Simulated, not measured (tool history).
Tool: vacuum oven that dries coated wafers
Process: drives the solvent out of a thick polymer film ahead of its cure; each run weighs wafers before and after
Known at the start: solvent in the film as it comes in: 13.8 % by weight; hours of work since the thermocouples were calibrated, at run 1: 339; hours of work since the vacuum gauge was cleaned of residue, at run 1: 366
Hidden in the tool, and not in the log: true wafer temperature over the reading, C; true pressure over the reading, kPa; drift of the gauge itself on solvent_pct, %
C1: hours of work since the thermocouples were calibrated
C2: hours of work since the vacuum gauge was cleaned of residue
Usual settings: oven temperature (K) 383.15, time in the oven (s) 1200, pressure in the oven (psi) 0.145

{"run": 1, "day": 0.0, "oven temperature (K)": 383.15, "time in the oven (s)": 1200, "pressure in the oven (psi)": 0.145, "C1": 339, "C2": 366, "solvent left in the film (%)": 3.152}
{"run": 2, "day": 0.675, "oven temperature (K)": 383.15, "time in the oven (s)": 1200, "pressure in the oven (psi)": 0.145, "C1": 346, "C2": 373, "solvent left in the film (%)": 3.144}
{"run": 3, "day": 1.312, "oven temperature (K)": 383.15, "time in the oven (s)": 1200, "pressure in the oven (psi)": 0.145, "C1": 353, "C2": 380, "solvent left in the film (%)": 3.145}
{"run": 4, "day": 2.212, "oven temperature (K)": 383.15, "time in the oven (s)": 1200, "pressure in the oven (psi)": 0.145, "C1": 363, "C2": 389, "solvent left in the film (%)": 3.158}
{"run": 5, "day": 2.679, "oven temperature (K)": 383.15, "time in the oven (s)": 840, "pressure in the oven (psi)": 0.145, "C1": 368, "C2": 394, "solvent left in the film (%)": 4.506}
{"run": 6, "day": 3.479, "oven temperature (K)": 383.15, "time in the oven (s)": 840, "pressure in the oven (psi)": 0.145, "C1": 376, "C2": 403, "solvent left in the film (%)": 4.516}
{"run": 7, "day": 3.933, "oven temperature (K)": 383.15, "time in the oven (s)": 1200, "pressure in the oven (psi)": 0.145, "C1": 381, "C2": 408, "solvent left in the film (%)": 3.158}
{"run": 8, "day": 4.467, "oven temperature (K)": 383.15, "time in the oven (s)": 1200, "pressure in the oven (psi)": 0.145, "C1": 386, "C2": 413, "solvent left in the film (%)": 3.155}
{"run": 9, "day": 5.342, "oven temperature (K)": 383.15, "time in the oven (s)": 1200, "pressure in the oven (psi)": 0.145, "C1": 396, "C2": 422, "solvent left in the film (%)": 3.16}
{"run": 10, "day": 5.812, "oven temperature (K)": 383.15, "time in the oven (s)": 1200, "pressure in the oven (psi)": 0.145, "C1": 401, "C2": 427, "solvent left in the film (%)": 3.159}
{"run": 11, "day": 6.221, "oven temperature (K)": 383.15, "time in the oven (s)": 1200, "pressure in the oven (psi)": 0.145, "C1": 405, "C2": 432, "solvent left in the film (%)": 3.153}
{"run": 12, "day": 6.929, "oven temperature (K)": 383.15, "time in the oven (s)": 1200, "pressure in the oven (psi)": 0.145, "C1": 412, "C2": 439, "solvent left in the film (%)": 3.168}
{"run": 13, "day": 7.625, "oven temperature (K)": 383.15, "time in the oven (s)": 1200, "pressure in the oven (psi)": 0.145, "C1": 420, "C2": 447, "solvent left in the film (%)": 3.161}
{"run": 14, "day": 8.167, "oven temperature (K)": 383.15, "time in the oven (s)": 1200, "pressure in the oven (psi)": 0.145, "C1": 425, "C2": 452, "solvent left in the film (%)": 3.156}
{"run": 15, "day": 8.604, "oven temperature (K)": 383.15, "time in the oven (s)": 1200, "pressure in the oven (psi)": 0.145, "C1": 430, "C2": 457, "solvent left in the film (%)": 3.151}
{"run": 16, "day": 9.538, "oven temperature (K)": 383.15, "time in the oven (s)": 1200, "pressure in the oven (psi)": 0.145, "C1": 440, "C2": 467, "solvent left in the film (%)": 3.156}
{"run": 17, "day": 10.329, "oven temperature (K)": 383.15, "time in the oven (s)": 1200, "pressure in the oven (psi)": 0.145, "C1": 448, "C2": 475, "solvent left in the film (%)": 3.151}
{"run": 18, "day": 10.792, "oven temperature (K)": 383.15, "time in the oven (s)": 1200, "pressure in the oven (psi)": 0.145, "C1": 453, "C2": 480, "solvent left in the film (%)": 3.153}
{"run": 19, "day": 11.608, "oven temperature (K)": 383.15, "time in the oven (s)": 1200, "pressure in the oven (psi)": 0.145, "C1": 462, "C2": 489, "solvent left in the film (%)": 3.129}
{"run": 20, "day": 12.571, "oven temperature (K)": 383.15, "time in the oven (s)": 1200, "pressure in the oven (psi)": 0.18, "C1": 472, "C2": 499, "solvent left in the film (%)": 3.255}
{"run": 21, "day": 13.383, "oven temperature (K)": 389.15, "time in the oven (s)": 1200, "pressure in the oven (psi)": 0.18, "C1": 480, "C2": 507, "solvent left in the film (%)": 1.934}
{"run": 22, "day": 14.1, "oven temperature (K)": 395.15, "time in the oven (s)": 1200, "pressure in the oven (psi)": 0.183, "C1": 488, "C2": 515, "solvent left in the film (%)": 1.039}
{"run": 23, "day": 14.662, "oven temperature (K)": 383.15, "time in the oven (s)": 2100, "pressure in the oven (psi)": 0.466, "C1": 494, "C2": 521, "solvent left in the film (%)": 2.603}
{"run": 24, "day": 15.221, "oven temperature (K)": 383.15, "time in the oven (s)": 2100, "pressure in the oven (psi)": 0.466, "C1": 500, "C2": 527, "solvent left in the film (%)": 2.589}
{"run": 25, "day": 16.146, "oven temperature (K)": 368.15, "time in the oven (s)": 960, "pressure in the oven (psi)": 0.466, "C1": 510, "C2": 536, "solvent left in the film (%)": 8.751}
{"run": 26, "day": 16.596, "oven temperature (K)": 371.15, "time in the oven (s)": 900, "pressure in the oven (psi)": 0.084, "C1": 514, "C2": 541, "solvent left in the film (%)": 7.128}
{"run": 27, "day": 17.112, "oven temperature (K)": 380.15, "time in the oven (s)": 1740, "pressure in the oven (psi)": 0.18, "C1": 520, "C2": 547, "solvent left in the film (%)": 2.719}
{"run": 28, "day": 18.038, "oven temperature (K)": 383.15, "time in the oven (s)": 900, "pressure in the oven (psi)": 0.165, "C1": 530, "C2": 556, "solvent left in the film (%)": 4.278}
{"run": 29, "day": 18.633, "oven temperature (K)": 374.15, "time in the oven (s)": 1020, "pressure in the oven (psi)": 0.302, "C1": 536, "C2": 563, "solvent left in the film (%)": 6.602}
{"run": 30, "day": 19.229, "oven temperature (K)": 375.15, "time in the oven (s)": 1020, "pressure in the oven (psi)": 0.29, "C1": 542, "C2": 569, "solvent left in the film (%)": 6.303}
{"run": 31, "day": 19.942, "oven temperature (K)": 375.15, "time in the oven (s)": 1020, "pressure in the oven (psi)": 0.29, "C1": 550, "C2": 576, "solvent left in the film (%)": 6.308}
{"run": 32, "day": 20.571, "oven temperature (K)": 384.15, "time in the oven (s)": 660, "pressure in the oven (psi)": 0.294, "C1": 556, "C2": 583, "solvent left in the film (%)": 5.528}
{"run": 33, "day": 21.346, "oven temperature (K)": 384.15, "time in the oven (s)": 660, "pressure in the oven (psi)": 0.294, "C1": 564, "C2": 591, "solvent left in the film (%)": 5.533}

Run 34 comes next. What will it give?
{"run": 34, "day": 22.267, "oven temperature (K)": 384.15, "time in the oven (s)": 660, "pressure in the oven (psi)": 0.294, "C1": 574, "C2": 601, "solvent left in the film (%)": "?"}

solvent left in the film (%): 5.518
Without the tool's hidden state the same run would have given solvent left in the film (%) 5.625.
